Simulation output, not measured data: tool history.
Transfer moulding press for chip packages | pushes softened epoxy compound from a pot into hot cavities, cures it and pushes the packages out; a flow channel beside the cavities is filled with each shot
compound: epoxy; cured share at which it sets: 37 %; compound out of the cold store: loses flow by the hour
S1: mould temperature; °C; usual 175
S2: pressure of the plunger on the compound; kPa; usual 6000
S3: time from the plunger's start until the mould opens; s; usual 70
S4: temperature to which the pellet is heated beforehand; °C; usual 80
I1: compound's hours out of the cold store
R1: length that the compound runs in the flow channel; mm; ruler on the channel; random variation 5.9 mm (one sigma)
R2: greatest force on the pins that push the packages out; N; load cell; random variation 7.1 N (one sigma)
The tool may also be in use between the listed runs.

| run | hour | S1 | S2 | S3 | S4 | I1 | R1 | R2 |
|---|---|---|---|---|---|---|---|---|
| 1 | 0 | 175 | 6000 | 70 | 80 | 38.5 | 789 | 430 |
|  | 19.8 | plunger's sealing rings changed |
| 2 | 19.8 | 175 | 6000 | 70 | 80 | 36.5 | 843 | 428 |
|  | 27 | cavities cleaned with cleaning compound and waxed |
| 3 | 40 | 175 | 6000 | 70 | 80 | 8.8 | 921 | 335 |
| 4 | 51.4 | 175 | 6000 | 70 | 80 | 10.2 | 923 | 367 |
| 5 | 62.1 | 175 | 6000 | 70 | 80 | 29.1 | 862 | 388 |
| 6 | 73.9 | 175 | 4620 | 70 | 80 | 27 | 763 | 414 |
| 7 | 85.6 | 175 | 6000 | 70 | 80 | 10.1 | 912 | 420 |
| 8 | 104.9 | 175 | 6000 | 70 | 80 | 15.9 | 900 | 460 |
|  | 108.5 | mould's thermocouples calibrated |
| 9 | 116.5 | 175 | 6000 | 70 | 80 | 29.8 | 854 | 443 |
|  | 125.8 | cavities cleaned with cleaning compound and waxed |
| 10 | 129.3 | 175 | 6000 | 62 | 80 | 20.6 | 884 | 400 |
| 11 | 143.1 | 175 | 6000 | 62 | 80 | 16.5 | 885 | 434 |
| 12 | 158.9 | 175 | 6290 | 70 | 80 | 17.8 | 901 | 399 |
|  | 165.4 | mould's thermocouples calibrated, once more |
| 13 | 176.5 | 175 | 6290 | 70 | 80 | 22.6 | 884 | 389 |
| 14 | 188.4 | 175 | 4730 | 70 | 80 | 12.9 | 793 | 412 |
| 15 | 197.9 | 175 | 4730 | 70 | 80 | 9.7 | 801 | 431 |
| 16 | 212.3 | 175 | 6640 | 70 | 88 | 24 | 885 | 427 |
|  | 224.3 | cavities cleaned with cleaning compound and waxed |
| 17 | 225.9 | 175 | 6640 | 70 | 88 | 16 | 920 | 293 |
| 18 | 238.1 | 172 | 6120 | 70 | 74 | 36.6 | 816 | 394 |
| 19 | 251.6 | 172 | 6120 | 70 | 74 | 13.9 | 893 | 440 |
| 20 | 267.9 | 175 | 7430 | 70 | 85 | 21.4 | 943 | 388 |
| 21 | 286.4 | 176 | 6000 | 87 | 80 | 38.1 | 793 | 348 |
|  | 299.4 | plunger's sealing rings changed |
| 22 | 306.9 | 175 | 6000 | 78 | 80 | 26.3 | 889 | 393 |
| 23 | 319.5 | 175 | 6000 | 109 | 80 | 12 | 931 | 372 |
|  | 322.9 | cavities cleaned with cleaning compound and waxed |
| 24 | 329.6 | 175 | 6000 | 71 | 77 | 45 | 815 | 329 |

The next listed run, before its measurement:
| 25 | 341.2 | 175 | 4990 | 70 | 76 | 13.5 | ? | ? |

{"run 25": {"R1": 846, "R2": 360}}
Without the tool's hidden state the same run would have given R1 855 mm, R2 301 N.
